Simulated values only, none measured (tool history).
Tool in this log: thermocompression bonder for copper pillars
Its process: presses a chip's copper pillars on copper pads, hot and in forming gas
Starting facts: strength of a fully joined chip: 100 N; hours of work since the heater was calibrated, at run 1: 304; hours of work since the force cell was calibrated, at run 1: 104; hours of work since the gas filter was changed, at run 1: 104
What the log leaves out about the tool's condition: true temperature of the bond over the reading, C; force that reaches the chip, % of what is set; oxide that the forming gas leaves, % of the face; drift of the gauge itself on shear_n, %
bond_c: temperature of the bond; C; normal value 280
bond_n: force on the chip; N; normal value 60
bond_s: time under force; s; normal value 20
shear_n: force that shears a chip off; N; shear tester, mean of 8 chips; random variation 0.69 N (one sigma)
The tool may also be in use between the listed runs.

run,hour,bond_c,bond_n,bond_s,hours of work since the heater was calibrated,hours of work since the force cell was calibrated,hours of work since the gas filter was changed,shear_n
1,0.0,280,60,20,304,104,104,72.8
2,35.3,280,60,20,330,130,130,72.9
3,63.7,280,39,20,351,151,151,61.7
4,94.4,280,39,20,373,174,174,60.1
5,130.5,280,39,20,400,201,201,59.6
6,150.8,280,39,20,415,216,216,59.7
7,173.8,280,38,20,432,233,233,58.9
8,203.1,280,56,20,453,254,254,70.2
9,238.2,280,56,20,479,280,280,69.8
10,278.0,280,56,20,509,309,309,70.4
11,321.9,280,60,35,541,342,342,78.9
12,343.6,280,60,35,557,358,358,79.7
13,378.9,280,60,20,583,384,384,70.8
14,411.9,280,60,20,607,408,408,71.2
# hour 448.4: forming gas filter changed
15,459.1,290,60,20,642,443,8,80.0
16,488.2,280,39,20,663,464,29,63.1
17,510.6,273,60,20,680,481,46,72.2
18,548.2,273,60,20,707,508,74,72.7
19,592.2,273,60,20,740,541,106,71.0
20,628.6,273,60,20,767,568,133,71.1
21,667.9,298,43,43,796,597,162,84.4
22,712.7,262,60,43,829,630,195,77.3
23,746.6,262,60,19,854,655,220,65.6
24,788.9,265,57,19,885,686,251,64.9
25,835.2,280,37,21,919,720,285,61.4
# hour 856.1: force cell calibrated
26,883.9,280,89,29,954,20,320,86.4
27,931.7,310,88,12,989,56,355,81.4
# hour 936.5: heater calibrated with a thermocouple chip
28,981.8,287,60,20,33,91,391,76.5
29,1027.1,268,70,49,67,125,424,83.1
# hour 1040.8: forming gas filter changed
30,1056.9,253,67,20,88,146,12,69.0
31,1080.0,253,67,20,105,163,29,68.4
32,1107.4,253,89,37,126,183,49,85.0
33,1151.4,285,69,37,158,216,81,90.0
# hour 1159.9: heater calibrated with a thermocouple chip, once more
34,1183.5,285,69,37,17,238,104,85.6
35,1203.3,275,49,37,32,253,118,75.4
36,1226.0,284,64,21,49,269,135,75.6
37,1251.5,283,49,26,68,288,154,71.7
38,1275.2,283,63,27,85,306,171,79.0
39,1320.3,283,63,27,118,339,205,77.3

Forecast each of these 4 alternatives for the next run:
A,1354.8,291,60,20,144,364,230,?
B,1354.8,283,89,21,144,364,230,?
C,1354.8,283,47,27,144,364,230,?
D,1354.8,295,76,27,144,364,230,?

run,shear_n
A,75.4
B,82.0
C,71.1
D,86.7
With the hidden condition removed and each run's random variation left untouched, the same runs would have given:
run,shear_n
A,77.4
B,84.3
C,72.8
D,89.3

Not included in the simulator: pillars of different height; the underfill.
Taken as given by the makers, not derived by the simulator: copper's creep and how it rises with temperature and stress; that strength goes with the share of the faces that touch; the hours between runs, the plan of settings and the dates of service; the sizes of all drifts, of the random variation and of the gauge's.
